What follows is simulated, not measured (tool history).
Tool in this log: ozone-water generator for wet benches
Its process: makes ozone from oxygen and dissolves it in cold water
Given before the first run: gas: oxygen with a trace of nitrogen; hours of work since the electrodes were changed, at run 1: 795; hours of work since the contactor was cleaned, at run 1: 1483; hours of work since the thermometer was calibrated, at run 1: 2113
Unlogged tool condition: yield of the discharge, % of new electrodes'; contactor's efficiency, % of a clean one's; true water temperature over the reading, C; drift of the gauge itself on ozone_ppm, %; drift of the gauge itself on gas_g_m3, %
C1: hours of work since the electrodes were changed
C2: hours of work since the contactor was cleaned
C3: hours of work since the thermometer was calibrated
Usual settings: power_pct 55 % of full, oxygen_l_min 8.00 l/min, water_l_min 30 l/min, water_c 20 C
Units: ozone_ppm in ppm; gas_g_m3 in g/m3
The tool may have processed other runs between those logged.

{"run": 1, "hour": 0.0, "power_pct": 55, "oxygen_l_min": 8.0, "water_l_min": 30, "water_c": 20, "C1": 795, "C2": 1483, "C3": 2113, "ozone_ppm": 25.9, "gas_g_m3": 233.9}
{"run": 2, "hour": 72.2, "power_pct": 55, "oxygen_l_min": 8.0, "water_l_min": 30, "water_c": 15, "C1": 852, "C2": 1540, "C3": 2170, "ozone_ppm": 27.2, "gas_g_m3": 232.9}
{"run": 3, "hour": 161.4, "power_pct": 55, "oxygen_l_min": 8.0, "water_l_min": 30, "water_c": 20, "C1": 922, "C2": 1610, "C3": 2240, "ozone_ppm": 25.2, "gas_g_m3": 233.7}
{"run": 4, "hour": 219.7, "power_pct": 55, "oxygen_l_min": 8.0, "water_l_min": 30, "water_c": 21, "C1": 968, "C2": 1656, "C3": 2286, "ozone_ppm": 25.2, "gas_g_m3": 233.1}
{"run": 5, "hour": 300.9, "power_pct": 83, "oxygen_l_min": 8.0, "water_l_min": 30, "water_c": 21, "C1": 1032, "C2": 1720, "C3": 2350, "ozone_ppm": 32.0, "gas_g_m3": 302.9}
{"run": 6, "hour": 409.7, "power_pct": 55, "oxygen_l_min": 8.0, "water_l_min": 30, "water_c": 20, "C1": 1118, "C2": 1806, "C3": 2436, "ozone_ppm": 25.5, "gas_g_m3": 230.8}
{"run": 7, "hour": 511.5, "power_pct": 55, "oxygen_l_min": 8.0, "water_l_min": 30, "water_c": 20, "C1": 1198, "C2": 1886, "C3": 2516, "ozone_ppm": 25.1, "gas_g_m3": 232.3}
{"run": 8, "hour": 592.2, "power_pct": 55, "oxygen_l_min": 8.0, "water_l_min": 30, "water_c": 20, "C1": 1262, "C2": 1950, "C3": 2580, "ozone_ppm": 25.1, "gas_g_m3": 232.5}
{"run": 9, "hour": 700.8, "power_pct": 55, "oxygen_l_min": 4.71, "water_l_min": 30, "water_c": 20, "C1": 1348, "C2": 2036, "C3": 2666, "ozone_ppm": 23.7, "gas_g_m3": 297.5}
{"run": 10, "hour": 790.7, "power_pct": 55, "oxygen_l_min": 4.71, "water_l_min": 30, "water_c": 20, "C1": 1419, "C2": 2107, "C3": 2737, "ozone_ppm": 23.4, "gas_g_m3": 296.6}
{"run": 11, "hour": 893.8, "power_pct": 55, "oxygen_l_min": 4.71, "water_l_min": 30, "water_c": 20, "C1": 1500, "C2": 2188, "C3": 2818, "ozone_ppm": 23.7, "gas_g_m3": 299.4}
{"run": 12, "hour": 992.2, "power_pct": 55, "oxygen_l_min": 8.0, "water_l_min": 24, "water_c": 20, "C1": 1577, "C2": 2266, "C3": 2896, "ozone_ppm": 30.1, "gas_g_m3": 228.6}
{"run": 13, "hour": 1058.6, "power_pct": 55, "oxygen_l_min": 8.0, "water_l_min": 30, "water_c": 16, "C1": 1630, "C2": 2318, "C3": 2948, "ozone_ppm": 26.4, "gas_g_m3": 231.6}
{"run": 14, "hour": 1148.1, "power_pct": 55, "oxygen_l_min": 8.0, "water_l_min": 30, "water_c": 14, "C1": 1700, "C2": 2389, "C3": 3019, "ozone_ppm": 27.0, "gas_g_m3": 228.3}
{"run": 15, "hour": 1208.8, "power_pct": 55, "oxygen_l_min": 8.0, "water_l_min": 30, "water_c": 20, "C1": 1748, "C2": 2436, "C3": 3066, "ozone_ppm": 24.8, "gas_g_m3": 230.0}
{"run": 16, "hour": 1295.8, "power_pct": 55, "oxygen_l_min": 8.0, "water_l_min": 30, "water_c": 20, "C1": 1817, "C2": 2505, "C3": 3135, "ozone_ppm": 24.5, "gas_g_m3": 229.0}
{"run": 17, "hour": 1355.8, "power_pct": 92, "oxygen_l_min": 8.0, "water_l_min": 30, "water_c": 20, "C1": 1864, "C2": 2552, "C3": 3182, "ozone_ppm": 33.9, "gas_g_m3": 309.8}
{"run": 18, "hour": 1460.0, "power_pct": 96, "oxygen_l_min": 5.84, "water_l_min": 25, "water_c": 14, "C1": 1946, "C2": 2635, "C3": 3264, "ozone_ppm": 42.8, "gas_g_m3": 375.0}
{"run": 19, "hour": 1546.2, "power_pct": 96, "oxygen_l_min": 5.84, "water_l_min": 25, "water_c": 14, "C1": 2014, "C2": 2703, "C3": 3332, "ozone_ppm": 42.9, "gas_g_m3": 371.3}

Expected results for the next run?
{"run": 20, "hour": 1645.3, "power_pct": 99, "oxygen_l_min": 7.3, "water_l_min": 30, "water_c": 26, "C1": 2093, "C2": 2781, "C3": 3411, "ozone_ppm": "?", "gas_g_m3": "?"}

For run 20 the tool returned ozone_ppm 32.4 ppm, gas_g_m3 341.3 g/m3.
Had the tool carried no hidden state, the very same run would have given ozone_ppm 34.9 ppm, gas_g_m3 355.7 g/m3.
